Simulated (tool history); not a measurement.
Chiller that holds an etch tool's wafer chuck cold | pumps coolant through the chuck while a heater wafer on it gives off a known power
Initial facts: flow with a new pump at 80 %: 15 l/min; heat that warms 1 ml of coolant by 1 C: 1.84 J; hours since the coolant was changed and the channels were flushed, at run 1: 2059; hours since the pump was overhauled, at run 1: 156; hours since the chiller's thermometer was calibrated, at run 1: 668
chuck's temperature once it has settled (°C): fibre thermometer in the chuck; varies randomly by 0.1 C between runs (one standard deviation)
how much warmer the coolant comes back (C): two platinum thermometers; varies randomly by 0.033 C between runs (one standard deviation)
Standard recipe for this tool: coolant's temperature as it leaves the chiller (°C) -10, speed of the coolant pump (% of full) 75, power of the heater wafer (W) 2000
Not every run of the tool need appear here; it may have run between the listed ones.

| run | day | coolant's temperature as it leaves the chiller (°C) | speed of the coolant pump (% of full) | power of the heater wafer (W) | hours since the coolant was changed and the channels were flushed | hours since the pump was overhauled | hours since the chiller's thermometer was calibrated | chuck's temperature once it has settled (°C) | how much warmer the coolant comes back (C) |
|---|---|---|---|---|---|---|---|---|---|
| 1 | 0 | -10 | 75 | 2000 | 2059 | 156 | 668 | 9.9 | 4.68 |
| 2 | 1.688 | -10 | 75 | 2000 | 2100 | 196 | 709 | 9.8 | 4.74 |
| 3 | 3.812 | -10 | 75 | 2000 | 2151 | 247 | 760 | 9.8 | 4.74 |
| 4 | 6.325 | -10 | 75 | 2000 | 2211 | 307 | 820 | 9.8 | 4.71 |
| 5 | 8.975 | -10 | 75 | 2000 | 2275 | 371 | 883 | 10 | 4.74 |
| 6 | 11.454 | -10 | 75 | 2000 | 2334 | 431 | 943 | 9.9 | 4.79 |
| 7 | 13.571 | -10 | 61 | 2000 | 2385 | 481 | 994 | 12.6 | 5.93 |
| 8 | 15.867 | -10 | 61 | 2000 | 2440 | 536 | 1049 | 12.8 | 5.91 |
| 9 | 17.65 | -8 | 75 | 2000 | 2483 | 579 | 1092 | 12 | 4.8 |
|  | 17.821 | chiller's thermometer calibrated |
| 10 | 19.208 | -10 | 75 | 2000 | 2519 | 616 | 33 | 10 | 4.71 |
| 11 | 20.596 | -10 | 63 | 2000 | 2553 | 649 | 67 | 12.3 | 5.78 |
| 12 | 21.712 | -10 | 63 | 2000 | 2579 | 676 | 93 | 12.4 | 5.74 |
| 13 | 23.879 | -6 | 75 | 2521 | 2631 | 728 | 145 | 19.5 | 6.03 |
| 14 | 25.988 | -10 | 75 | 2000 | 2682 | 778 | 196 | 10.1 | 4.8 |
| 15 | 28.454 | -18 | 75 | 1629 | 2741 | 837 | 255 | -1.7 | 3.92 |
| 16 | 30.533 | -17 | 96 | 1541 | 2791 | 887 | 305 | -3.7 | 2.84 |
| 17 | 33.054 | -10 | 75 | 1275 | 2852 | 948 | 366 | 2.8 | 3.12 |
|  | 33.717 | chiller's thermometer calibrated, once more |
| 18 | 35.017 | -10 | 61 | 2586 | 2898 | 994 | 31 | 19.8 | 7.69 |
| 19 | 36.254 | -19 | 68 | 1221 | 2927 | 1024 | 61 | -5.8 | 3.25 |
| 20 | 38.875 | -5 | 75 | 1417 | 2990 | 1087 | 124 | 9.4 | 3.35 |
| 21 | 40.125 | -16 | 75 | 2290 | 3020 | 1117 | 154 | 7 | 5.43 |
| 22 | 42.371 | -3 | 76 | 2470 | 3074 | 1170 | 208 | 21.9 | 5.8 |
| 23 | 44.704 | -3 | 76 | 2470 | 3130 | 1226 | 264 | 21.9 | 5.85 |
| 24 | 46.796 | -16 | 76 | 1660 | 3180 | 1277 | 314 | 0.7 | 3.97 |

Here are 4 independent what-if runs from the current tool condition. What would each one return?
| A | 48.696 | -18 | 62 | 1547 | 3226 | 1322 | 360 | ? | ? |
| B | 48.696 | -16 | 75 | 2898 | 3226 | 1322 | 360 | ? | ? |
| C | 48.696 | -19 | 61 | 2413 | 3226 | 1322 | 360 | ? | ? |
| D | 48.696 | -10 | 74 | 2000 | 3226 | 1322 | 360 | ? | ? |

| run | chuck's temperature once it has settled (°C) | how much warmer the coolant comes back (C) |
|---|---|---|
| A | -0.4 | 4.54 |
| B | 13.4 | 7 |
| C | 8.8 | 7.24 |
| D | 10.5 | 4.95 |
The same runs, with their run-to-run variation unchanged, on a tool lacking any hidden condition would have given:
| run | chuck's temperature once it has settled (°C) | how much warmer the coolant comes back (C) |
|---|---|---|
| A | -1.4 | 4.39 |
| B | 11.7 | 6.79 |
| C | 7.2 | 7.02 |
| D | 9.3 | 4.8 |

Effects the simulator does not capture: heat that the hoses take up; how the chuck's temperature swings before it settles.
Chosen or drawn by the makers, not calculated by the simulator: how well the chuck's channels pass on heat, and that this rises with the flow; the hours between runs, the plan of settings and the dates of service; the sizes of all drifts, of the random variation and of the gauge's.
